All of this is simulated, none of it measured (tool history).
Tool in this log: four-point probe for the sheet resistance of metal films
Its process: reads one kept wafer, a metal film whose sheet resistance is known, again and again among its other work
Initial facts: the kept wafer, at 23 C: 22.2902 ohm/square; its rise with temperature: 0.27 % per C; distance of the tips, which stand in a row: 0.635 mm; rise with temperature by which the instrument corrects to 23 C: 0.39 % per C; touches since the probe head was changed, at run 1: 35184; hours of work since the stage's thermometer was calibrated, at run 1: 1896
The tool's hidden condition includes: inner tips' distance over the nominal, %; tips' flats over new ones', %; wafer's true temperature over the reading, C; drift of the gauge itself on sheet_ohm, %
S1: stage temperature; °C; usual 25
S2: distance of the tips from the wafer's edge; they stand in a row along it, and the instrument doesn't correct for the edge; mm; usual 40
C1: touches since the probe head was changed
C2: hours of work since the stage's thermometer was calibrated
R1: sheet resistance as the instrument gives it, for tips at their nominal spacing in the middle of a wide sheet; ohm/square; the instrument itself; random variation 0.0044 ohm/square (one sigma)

run	hour	S1	S2	C1	C2	R1
1	0.0	25	40	35184	1896	22.244800
2	41.9	27	40	36990	1928	22.204025
3	92.1	27	40	39158	1967	22.203624
4	117.0	27	40	40232	1986	22.201993
5	169.5	27	40	42496	2026	22.207258
6	214.7	25	5	44446	2061	22.444119
7	253.3	25	5	46111	2091	22.459439
8	287.8	25	40	47598	2117	22.259785
9	332.8	25	40	49537	2152	22.266696
10	368.0	25	19	51058	2179	22.288638
11	407.1	25	19	52744	2209	22.284392
12	456.1	25	40	54860	2247	22.274914
13	480.7	25	4	55918	2265	22.568015
14	512.9	25	4	57308	2290	22.578401
15	557.0	25	40	59211	2324	22.281008
16	582.4	25	40	60308	2344	22.277399
17	615.4	27	40	61731	2369	22.229984
18	639.5	25	40	62768	2388	22.284664
19	673.2	34	40	64224	2413	22.066847
20	705.3	20	40	65610	2438	22.414708
21	730.7	20	40	66704	2458	22.417473
22	784.2	25	40	69009	2499	22.291132
23	833.8	20	12	71151	2537	22.455213
24	858.8	20	12	72231	2556	22.461409
25	889.4	21	12	73547	2580	22.436902
26	922.0	31	9	74953	2605	22.215724
# hour 945.9: stage's thermometer calibrated
27	972.4	18	6	77106	20	22.597393
28	1003.0	29	11	78427	44	22.219528
29	1027.2	26	66	79473	63	22.253535
30	1068.6	26	66	81257	94	22.250435
31	1122.2	25	50	83570	136	22.278211
32	1162.3	20	17	85300	166	22.432239
33	1203.7	25	14	87085	198	22.314822
34	1231.7	20	66	88294	220	22.419616
35	1255.1	26	51	89303	238	22.262625
36	1282.3	27	47	90477	259	22.247218
37	1320.2	33	28	92109	288	22.099868
38	1344.3	33	28	93150	306	22.099671
39	1381.1	30	7	94736	335	22.270621
40	1402.8	30	7	95675	351	22.274235
41	1450.6	30	7	97734	388	22.264611
42	1500.8	23	5	99901	427	22.543316
43	1525.5	34	4	100965	446	22.380856
44	1548.2	23	17	101944	463	22.362885

Difference, measured minus no-hidden-state, one row per run. Run-to-run variation is common to both terms; the gauge's own scatter need not be:
run	R1
1	+0.007325
2	+0.009601
3	+0.012500
4	+0.013772
5	+0.016894
6	+0.019781
7	+0.021941
8	+0.023684
9	+0.026156
10	+0.028091
11	+0.030271
12	+0.032822
13	+0.034676
14	+0.036577
15	+0.038678
16	+0.040150
17	+0.041630
18	+0.043279
19	+0.044073
20	+0.047721
21	+0.049123
22	+0.051341
23	+0.054884
24	+0.056273
25	+0.057825
26	+0.058001
27	+0.033160
28	+0.034232
29	+0.035637
30	+0.038045
31	+0.041137
32	+0.043727
33	+0.045605
34	+0.047549
35	+0.048351
36	+0.049971
37	+0.051577
38	+0.052978
39	+0.055396
40	+0.056666
41	+0.059431
42	+0.062941
43	+0.063465
44	+0.065015
